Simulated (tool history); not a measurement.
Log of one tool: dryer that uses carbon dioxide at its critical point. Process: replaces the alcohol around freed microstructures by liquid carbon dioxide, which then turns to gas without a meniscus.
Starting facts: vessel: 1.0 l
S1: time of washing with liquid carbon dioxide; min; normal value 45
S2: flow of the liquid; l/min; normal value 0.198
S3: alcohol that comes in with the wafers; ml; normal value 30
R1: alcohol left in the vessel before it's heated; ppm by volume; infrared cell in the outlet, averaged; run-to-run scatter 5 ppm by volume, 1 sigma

run,day,S1,S2,S3,R1
1,0,45,0.198,30,42
2,0.488,45,0.198,30,51
3,0.746,45,0.198,30,54
4,1.279,45,0.198,30,44
5,1.742,45,0.198,30,43
6,2.267,45,0.198,30,49
7,2.767,45,0.198,30,48
8,3.175,45,0.198,30,49
9,3.554,45,0.198,30,63
10,3.858,45,0.198,30,45
11,4.167,45,0.198,30,49
12,4.738,45,0.198,30,59
13,5.233,45,0.198,30,54
14,5.8,45,0.198,30,57
15,6.296,45,0.198,30,60
16,6.608,46,0.198,30,54
17,6.921,45,0.198,101,150
18,7.2,45,0.198,101,147
19,7.583,45,0.198,101,151
20,8.008,50,0.271,29,22
21,8.6,50,0.271,29,22
22,9.117,50,0.271,29,21
23,9.533,47,0.214,89,68
24,10.054,47,0.214,89,69
25,10.488,39,0.198,63,236
26,10.979,45,0.26,86,30
27,11.317,45,0.26,86,39
28,11.954,45,0.304,81,29
29,12.488,27,0.33,59,101
30,12.971,45,0.198,28,57
31,13.533,45,0.237,116,63
32,14.096,45,0.181,76,221
33,14.383,33,0.212,57,367
34,14.858,67,0.212,106,29
35,15.2,67,0.212,106,19
# day 15.412: inlet filter changed
36,15.846,54,0.125,30,135
37,16.188,51,0.131,21,100
38,16.717,54,0.181,30,31

Forecast each of these 3 alternatives for the next run:
A,17.038,45,0.198,67,?
B,17.038,54,0.177,30,?
C,17.038,39,0.249,35,?

run,R1
A,60
B,31
C,27
Without the tool's unlogged condition, the same runs would have read:
run,R1
A,39
B,11
C,7
